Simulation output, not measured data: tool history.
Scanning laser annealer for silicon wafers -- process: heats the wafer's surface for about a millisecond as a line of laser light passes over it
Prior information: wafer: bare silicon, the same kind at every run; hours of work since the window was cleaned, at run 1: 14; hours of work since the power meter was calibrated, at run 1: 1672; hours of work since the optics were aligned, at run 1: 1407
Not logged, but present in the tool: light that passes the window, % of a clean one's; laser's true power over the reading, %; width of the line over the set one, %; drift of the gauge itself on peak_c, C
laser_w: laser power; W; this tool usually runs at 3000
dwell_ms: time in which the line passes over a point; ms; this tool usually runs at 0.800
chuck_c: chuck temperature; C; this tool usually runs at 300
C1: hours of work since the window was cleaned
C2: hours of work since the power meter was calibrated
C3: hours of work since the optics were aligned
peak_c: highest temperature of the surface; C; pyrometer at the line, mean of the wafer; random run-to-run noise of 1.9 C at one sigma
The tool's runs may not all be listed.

run 1 hour=0.0 | laser_w=3000 dwell_ms=0.800 chuck_c=300 | C1=14 C2=1672 C3=1407 | peak_c=1088
run 2 hour=54.7 | laser_w=3000 dwell_ms=0.800 chuck_c=313 | C1=52 C2=1710 C3=1445 | peak_c=1097
run 3 hour=109.5 | laser_w=2991 dwell_ms=0.800 chuck_c=313 | C1=90 C2=1749 C3=1483 | peak_c=1092
run 4 hour=144.8 | laser_w=3156 dwell_ms=0.800 chuck_c=313 | C1=115 C2=1773 C3=1507 | peak_c=1139
run 5 hour=181.5 | laser_w=3156 dwell_ms=0.800 chuck_c=313 | C1=141 C2=1799 C3=1533 | peak_c=1139
run 6 hour=243.6 | laser_w=3156 dwell_ms=0.800 chuck_c=313 | C1=184 C2=1842 C3=1576 | peak_c=1135
run 7 hour=276.9 | laser_w=3000 dwell_ms=0.600 chuck_c=300 | C1=207 C2=1865 C3=1599 | peak_c=959
run 8 hour=339.8 | laser_w=3000 dwell_ms=0.600 chuck_c=300 | C1=251 C2=1909 C3=1643 | peak_c=958
run 9 hour=377.0 | laser_w=3000 dwell_ms=0.600 chuck_c=300 | C1=277 C2=1935 C3=1669 | peak_c=954
run 10 hour=409.5 | laser_w=3000 dwell_ms=0.800 chuck_c=300 | C1=299 C2=1958 C3=1692 | peak_c=1063
run 11 hour=450.3 | laser_w=3000 dwell_ms=0.800 chuck_c=300 | C1=328 C2=1986 C3=1720 | peak_c=1065
run 12 hour=508.9 | laser_w=3000 dwell_ms=0.800 chuck_c=300 | C1=369 C2=2027 C3=1761 | peak_c=1057
run 13 hour=572.6 | laser_w=3000 dwell_ms=0.800 chuck_c=300 | C1=413 C2=2071 C3=1805 | peak_c=1057
-- hour=590.0 optics aligned, line set to its width
run 14 hour=632.7 | laser_w=3000 dwell_ms=0.800 chuck_c=300 | C1=451 C2=2110 C3=30 | peak_c=1062
run 15 hour=662.9 | laser_w=3000 dwell_ms=0.682 chuck_c=300 | C1=472 C2=2131 C3=51 | peak_c=1000
run 16 hour=697.1 | laser_w=3037 dwell_ms=0.873 chuck_c=286 | C1=496 C2=2154 C3=75 | peak_c=1098
run 17 hour=737.5 | laser_w=3248 dwell_ms=0.640 chuck_c=265 | C1=524 C2=2183 C3=103 | peak_c=1002
run 18 hour=776.0 | laser_w=3000 dwell_ms=0.922 chuck_c=300 | C1=551 C2=2209 C3=130 | peak_c=1124
run 19 hour=837.8 | laser_w=2802 dwell_ms=0.674 chuck_c=273 | C1=594 C2=2252 C3=173 | peak_c=905
run 20 hour=892.1 | laser_w=2802 dwell_ms=0.674 chuck_c=273 | C1=632 C2=2290 C3=210 | peak_c=905
run 21 hour=943.7 | laser_w=2961 dwell_ms=0.965 chuck_c=280 | C1=668 C2=2326 C3=246 | peak_c=1096
run 22 hour=992.0 | laser_w=2670 dwell_ms=0.800 chuck_c=266 | C1=702 C2=2360 C3=280 | peak_c=922
run 23 hour=1054.7 | laser_w=3168 dwell_ms=0.878 chuck_c=333 | C1=745 C2=2403 C3=324 | peak_c=1170
run 24 hour=1092.5 | laser_w=3168 dwell_ms=0.597 chuck_c=333 | C1=772 C2=2430 C3=350 | peak_c=1006
-- hour=1125.5 window over the wafer cleaned
run 25 hour=1136.1 | laser_w=3168 dwell_ms=0.597 chuck_c=333 | C1=7 C2=2459 C3=379 | peak_c=1051

4 options for the next run, each taken on its own from the tool as it stands now. Forecast them:
run A hour=1170.5 | laser_w=3159 dwell_ms=0.878 chuck_c=334 | C1=31 C2=2483 C3=403 | peak_c=?
run B hour=1170.5 | laser_w=2684 dwell_ms=0.800 chuck_c=300 | C1=31 C2=2483 C3=403 | peak_c=?
run C hour=1170.5 | laser_w=3000 dwell_ms=0.800 chuck_c=307 | C1=31 C2=2483 C3=403 | peak_c=?
run D hour=1170.5 | laser_w=2955 dwell_ms=0.597 chuck_c=335 | C1=31 C2=2483 C3=403 | peak_c=?

run=A peak_c=1217
run=B peak_c=995
run=C peak_c=1095
run=D peak_c=997
Without the tool's unlogged condition, the same runs would have read:
run=A peak_c=1239
run=B peak_c=1012
run=C peak_c=1114
run=D peak_c=1013
